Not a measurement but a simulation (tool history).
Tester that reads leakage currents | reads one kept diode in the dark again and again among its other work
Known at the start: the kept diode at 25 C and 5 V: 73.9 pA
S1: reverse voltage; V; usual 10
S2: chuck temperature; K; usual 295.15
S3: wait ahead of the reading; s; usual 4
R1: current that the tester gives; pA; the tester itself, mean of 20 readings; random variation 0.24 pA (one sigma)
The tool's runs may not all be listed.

Run 1, day 0: usual settings. Result: R1 66.84 pA.
Run 2, day 1.325: usual settings. Result: R1 67.01 pA.
Run 3, day 2.521: usual settings. Result: R1 66.34 pA.
Run 4, day 3.8: usual settings but S2 318.15 K. Result: R1 504.56 pA.
At day 5.262: chuck's temperature calibrated.
Run 5, day 5.262: usual settings but S1 3.6 V. Result: R1 49.6 pA.
Run 6, day 6.4: usual settings but S1 3.6 V. Result: R1 49.36 pA.
Run 7, day 7.175: usual settings but S2 311.15 K. Result: R1 335.01 pA.
Run 8, day 7.838: usual settings but S2 311.15 K. Result: R1 330.63 pA.
Run 9, day 8.825: usual settings but S1 11.5 V. Result: R1 85.37 pA.
Run 10, day 10.162: usual settings but S1 11.5 V. Result: R1 85.17 pA.
At day 10.388: probe card cleaned and baked.
Run 11, day 11.233: usual settings but S3 0.37 s. Result: R1 85.84 pA.
Run 12, day 12.554: usual settings but S1 4.2 V, S2 296.15 K, S3 3.47 s. Result: R1 57.89 pA.
Run 13, day 13.983: usual settings but S1 1.8 V, S2 301.15 K. Result: R1 60.56 pA.
Run 14, day 14.892: usual settings but S2 313.15 K, S3 2.43 s. Result: R1 387.68 pA.
At day 15.571: probe card cleaned and baked, once more.
Run 15, day 16.171: usual settings but S2 313.15 K, S3 1.16 s. Result: R1 384.17 pA.
Run 16, day 17.554: usual settings but S1 5 V, S3 5.56 s. Result: R1 55.07 pA.
Run 17, day 18.2: usual settings but S1 5 V, S3 5.56 s. Result: R1 54.8 pA.
Run 18, day 19.046: usual settings but S1 15.9 V, S3 1.95 s. Result: R1 94.99 pA.
Run 19, day 20.171: usual settings but S1 1.4 V, S3 0.43 s. Result: R1 30.59 pA.

5 ways to go on from here, each from the tool as it stands after run 19. What would each give?
Run A, day 21.492: usual settings but S1 15.5 V, S2 306.15 K. Result: R1 ?.
Run B, day 21.492: usual settings but S1 4 V, S2 297.15 K, S3 7.59 s. Result: R1 ?.
Run C, day 21.492: usual settings but S1 7.5 V, S3 3.52 s. Result: R1 ?.
Run D, day 21.492: usual settings but S1 2.1 V. Result: R1 ?.
Run E, day 21.492: usual settings but S1 1.3 V, S2 296.15 K, S3 7.96 s. Result: R1 ?.

run      R1
  A  253.24
  B   59.03
  C   65.78
  D   36.06
  E   31.74
Without the tool's hidden state the same runs would have given:
run      R1
  A  260.91
  B   60.91
  C   67.76
  D   37.24
  E    32.8
